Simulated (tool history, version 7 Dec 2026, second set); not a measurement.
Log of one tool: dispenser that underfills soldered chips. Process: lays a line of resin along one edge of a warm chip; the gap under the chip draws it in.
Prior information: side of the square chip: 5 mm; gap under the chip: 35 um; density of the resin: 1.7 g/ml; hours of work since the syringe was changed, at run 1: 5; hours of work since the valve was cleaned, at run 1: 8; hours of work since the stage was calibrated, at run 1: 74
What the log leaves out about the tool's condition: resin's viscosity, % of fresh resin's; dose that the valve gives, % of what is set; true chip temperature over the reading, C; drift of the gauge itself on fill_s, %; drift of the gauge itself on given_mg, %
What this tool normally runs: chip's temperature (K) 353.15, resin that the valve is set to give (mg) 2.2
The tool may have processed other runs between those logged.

run	hour	chip's temperature (K)	resin that the valve is set to give (mg)	hours of work since the syringe was changed	hours of work since the valve was cleaned	hours of work since the stage was calibrated	time until the resin shows at the far edge (s)	resin that the valve gave (mg)
1	0	353.15	2.2	5	8	74	79.3	2.19
2	2.8	353.15	2.2	7	10	76	91.3	2.18
# hour 7.5: new syringe of resin
3	7.9	353.15	2.2	0	14	80	59.8	2.16
4	12.3	365.15	2.2	4	17	84	52.1	2.18
5	15.9	353.15	2.2	7	20	87	87.8	2.17
6	19.8	353.15	2.83	10	23	90	102	2.74
# hour 21: new syringe of resin
7	25	353.15	2.2	3	27	94	70.4	2.14
8	29.4	353.15	2.2	7	31	97	86.1	2.15
9	32.6	353.15	2.2	9	33	100	102.6	2.14
# hour 34.8: new syringe of resin
10	36.3	353.15	2.2	1	36	102	64.6	2.13
11	41.9	360.15	2.2	6	40	107	67.5	2.13
12	47.1	353.15	2.2	10	45	111	106.1	2.11
# hour 48.4: new syringe of resin
13	51.5	353.15	2.2	2	48	114	68.4	2.1
14	54	353.15	2.2	4	50	116	76.5	2.1
15	58.3	353.15	2.2	8	53	120	92.7	2.09
# hour 62: new syringe of resin
16	62.5	343.15	2.2	0	56	123	88.2	2.08
17	67.6	343.15	2.2	4	60	127	108.9	2.07
18	72.5	340.15	2.2	8	64	131	150.7	2.06
# hour 75.5: new syringe of resin
19	76.7	340.15	2.2	1	67	134	100.6	2.06
# hour 83: dispensing valve cleaned and set on the balance
20	83.1	339.15	2.81	5	0	138	128.5	2.8
21	85.4	345.15	2.43	7	2	140	116.4	2.42
22	88.8	349.15	2.2	10	5	143	118.8	2.16
# hour 90: new syringe of resin
23	92.2	342.15	1.92	2	7	145	99.3	1.92
24	97.1	342.15	1.92	6	11	149	124.6	1.9
25	100.1	363.15	2.35	8	13	151	68.3	2.29
# hour 103.8: new syringe of resin
26	104.8	363.15	2.35	1	17	155	46.2	2.3
27	108	363.15	2.04	3	19	158	53.1	1.98
28	113.6	363.15	2.11	8	24	162	69.1	2.06
29	116.9	349.15	2.2	10	26	165	125.1	2.14
# hour 117.5: new syringe of resin
30	119.9	346.15	2.33	2	29	167	84.1	2.24
31	124.3	346.15	2.68	5	32	170	103	2.59
32	127.2	366.15	1.94	8	34	173	64.8	1.85
33	130.2	366.15	1.94	10	37	175	76.2	1.86

Predict the results of run 34:
# hour 131.3: new syringe of resin
34	134.6	339.15	2.34	3	40	178	?	?

{"run 34": {"time until the resin shows at the far edge (s)": 115.6, "resin that the valve gave (mg)": 2.26}}
With no hidden state in the tool, this same run would have given time until the resin shows at the far edge (s) 94, resin that the valve gave (mg) 2.35.
